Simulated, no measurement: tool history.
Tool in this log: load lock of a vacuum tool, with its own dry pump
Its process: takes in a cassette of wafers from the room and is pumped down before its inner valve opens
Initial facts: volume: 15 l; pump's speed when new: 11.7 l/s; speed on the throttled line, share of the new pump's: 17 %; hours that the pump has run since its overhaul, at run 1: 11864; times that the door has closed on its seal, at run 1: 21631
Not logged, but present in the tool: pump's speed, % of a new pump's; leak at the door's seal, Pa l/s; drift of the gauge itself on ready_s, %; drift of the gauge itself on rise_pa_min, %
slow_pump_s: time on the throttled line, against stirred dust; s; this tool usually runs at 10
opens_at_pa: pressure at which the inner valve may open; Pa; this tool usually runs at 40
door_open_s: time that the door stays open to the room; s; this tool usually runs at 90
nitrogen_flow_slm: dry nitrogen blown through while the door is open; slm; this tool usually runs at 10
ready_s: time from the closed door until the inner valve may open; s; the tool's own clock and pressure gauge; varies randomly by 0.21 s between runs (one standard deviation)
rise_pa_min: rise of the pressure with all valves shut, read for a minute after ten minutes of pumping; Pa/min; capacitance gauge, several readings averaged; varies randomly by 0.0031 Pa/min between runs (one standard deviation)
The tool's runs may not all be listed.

run	day	slow_pump_s	opens_at_pa	door_open_s	nitrogen_flow_slm	hours that the pump has run since its overhaul	times that the door has closed on its seal	incoming humidity of the room's air, %	ready_s	rise_pa_min
1	0.000	10	40	90	10	11864	21631	43.5	18.6	0.057
2	13.667	10	40	90	10	12192	22290	44.2	18.2	0.058
3	21.396	10	40	90	10	12378	22663	44.9	18.3	0.066
4	31.754	10	40	90	10	12626	23162	47.3	18.5	0.060
5	39.912	10	40	90	10	12822	23556	48.8	18.2	0.073
6	53.350	10	40	90	10	13144	24204	43.1	18.5	0.058
7	64.779	10	40	90	10	13419	24755	42.8	18.3	0.063
8	76.546	10	40	90	20	13701	25322	41.9	18.3	0.039
9	88.592	10	40	90	20	13990	25903	43.5	18.7	0.044
10	97.100	10	40	90	10	14194	26313	47.4	18.7	0.061
11	111.475	10	40	90	10	14539	27006	44.0	18.1	0.065
# day 122.200: dry pump taken out, an overhauled one fitted
12	124.738	10	40	90	10	61	27633	43.0	18.5	0.065
13	139.158	10	40	90	10	407	28329	44.8	18.4	0.068
14	149.542	10	40	90	10	656	28829	45.2	18.2	0.061
15	161.025	10	30	90	10	932	29383	45.0	18.8	0.065
16	172.321	10	40	64	10	1203	29928	48.1	18.3	0.057
17	179.171	10	40	64	10	1367	30258	42.7	18.4	0.053
18	187.300	10	40	64	10	1562	30650	45.4	18.2	0.056
19	196.929	10	40	64	10	1794	31114	48.1	18.3	0.052
20	209.638	13	48	90	10	2099	31727	48.3	20.7	0.069
21	219.954	13	48	90	10	2346	32224	46.4	20.6	0.062
22	232.033	12	40	90	10	2636	32807	48.4	19.8	0.064
23	246.733	5	40	31	11	2989	33516	46.2	14.4	0.045
24	256.029	5	40	31	11	3212	33964	45.8	14.2	0.044
25	264.200	5	40	31	11	3408	34358	44.2	14.5	0.042
26	278.492	10	36	90	10	3751	35047	41.3	18.6	0.053
27	290.046	5	40	197	10	4028	35604	43.5	14.3	0.078
28	297.896	5	40	197	10	4217	35983	44.2	14.5	0.082
29	311.408	5	40	26	5	4541	36634	45.7	13.9	0.056
30	320.729	13	40	44	10	4765	37083	46.7	21.0	0.052
31	327.467	13	40	44	10	4926	37408	46.8	20.9	0.050
32	333.712	13	40	44	10	5076	37709	42.1	20.8	0.050
33	346.192	10	36	51	10	5376	38311	46.2	18.4	0.055
34	357.450	10	36	51	18	5646	38854	47.5	18.3	0.040

Run 35, settings as shown, results not yet in. Your forecast:
35	370.962	9	36	127	6	5970	39506	44.2	?	?

{"run 35": {"ready_s": 18.0, "rise_pa_min": 0.084}}
Minus the tool's unlogged condition, the same run would have read ready_s 18.0 s, rise_pa_min 0.082 Pa/min.
